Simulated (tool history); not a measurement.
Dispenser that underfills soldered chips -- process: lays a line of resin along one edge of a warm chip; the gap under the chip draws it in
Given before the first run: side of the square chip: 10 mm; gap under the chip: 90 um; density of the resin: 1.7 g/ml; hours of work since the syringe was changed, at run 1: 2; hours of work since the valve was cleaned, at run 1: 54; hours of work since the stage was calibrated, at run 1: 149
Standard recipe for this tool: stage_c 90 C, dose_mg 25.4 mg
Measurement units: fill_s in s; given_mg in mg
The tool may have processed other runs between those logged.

run   hour  stage_c  dose_mg  hours of work since the syringe was changed  hours of work since the valve was cleaned  hours of work since the stage was calibrated  fill_s  given_mg
  1      0       90     25.4                                            2                                         54                                           149   105.9      24.7
  2    7.1       90     25.4                                            8                                         60                                           154   177.5     24.64
       8.6  -- new syringe of resin
  3   15.3       90     25.4                                            5                                         66                                           160   140.7     24.51
      19.6  -- new syringe of resin
  4   25.1       90     25.4                                            4                                         74                                           168   128.9     24.39
      30.7  -- new syringe of resin
  5   33.6       90     25.4                                            2                                         80                                           174   108.7      24.1
  6   39.2       90     25.4                                            7                                         84                                           179   157.8     24.18
      41.8  -- new syringe of resin
  7   46.5       90     25.4                                            4                                         90                                           184   125.8     24.23
      52.8  -- new syringe of resin
  8   55.3       90     30.6                                            2                                         97                                           191     101     29.14
      62.2  -- dispensing valve cleaned and set on the balance
      64.8  -- new syringe of resin
  9   68.6       90     30.6                                            3                                          5                                           200   110.9     30.66
      75.5  -- new syringe of resin
 10   81.8       90     30.6                                            5                                         15                                           211   134.5     30.23
      86.5  -- new syringe of resin
 11     94       90     30.6                                            6                                         24                                           220   146.1     30.29
      97.3  -- new syringe of resin
 12  106.1       83     25.4                                            7                                         34                                           229   221.2     24.95
     108.7  -- new syringe of resin
 13  118.3       90     25.4                                            8                                         43                                           239   172.5     24.87
     119.6  -- new syringe of resin
     131.2  -- new syringe of resin
 14  131.2       97     28.5                                            0                                         53                                           248    65.9     27.77
     142.3  -- new syringe of resin
 15  144.5       85     27.8                                            2                                         63                                           258   124.7     27.18
     153.6  -- new syringe of resin
 16  154.1       95     29.6                                            0                                         70                                           266    70.5     28.54
 17  159.6       98     24.8                                            5                                         74                                           270    93.3     23.86
     164.4  -- new syringe of resin
 18  170.2       80     24.6                                            5                                         83                                           278     203     23.84
     175.3  -- new syringe of resin
 19  180.3       83     31.5                                            4                                         90                                           286   161.5     30.03
     186.3  -- new syringe of resin
 20  191.5      104     23.9                                            4                                         99                                           294    67.3     22.89
     195.3  -- dispensing valve cleaned and set on the balance
     198.5  -- new syringe of resin
 21  199.2       81     25.4                                            1                                          3                                           300   131.8     25.38
     209.7  -- new syringe of resin
 22  211.7       81     25.4                                            2                                         12                                           309   145.5     25.19
     221.1  -- new syringe of resin
 23  222.6       87     32.2                                            1                                         21                                           317   104.9     31.86
     232.1  -- new syringe of resin
 24  233.3       87     32.2                                            1                                         29                                           326   103.6     31.81
     242.7  -- new syringe of resin
 25    246       87     32.2                                            3                                         39                                           335     120      31.7

Some steps in fill_s, run to run, broken into two amounts with sign: the step expected even without the hidden condition (settings, incoming material, random variation), and the rest, left for the hidden condition together with whatever gauge scatter is not in both the measured and the hidden-condition-free result:
The hidden state here: resin's viscosity, % of fresh resin's; dose that the valve gives, % of what is set; true chip temperature over the reading, C; drift of the gauge itself on fill_s, %; drift of the gauge itself on given_mg, %.
Run 1 -> 2: nothing adjusted, nothing logged. fill_s +71.6 s: hidden state +70.1, all else +1.5.
Run 13 -> 14: stage_c 90 -> 97, dose_mg 25.4 -> 28.5, new syringe of resin, new syringe of resin. fill_s -106.6 s: hidden state -84.1, all else -22.5.
Run 17 -> 18: stage_c 98 -> 80, dose_mg 24.8 -> 24.6, new syringe of resin. fill_s +109.7 s: hidden state +30.7, all else +79.
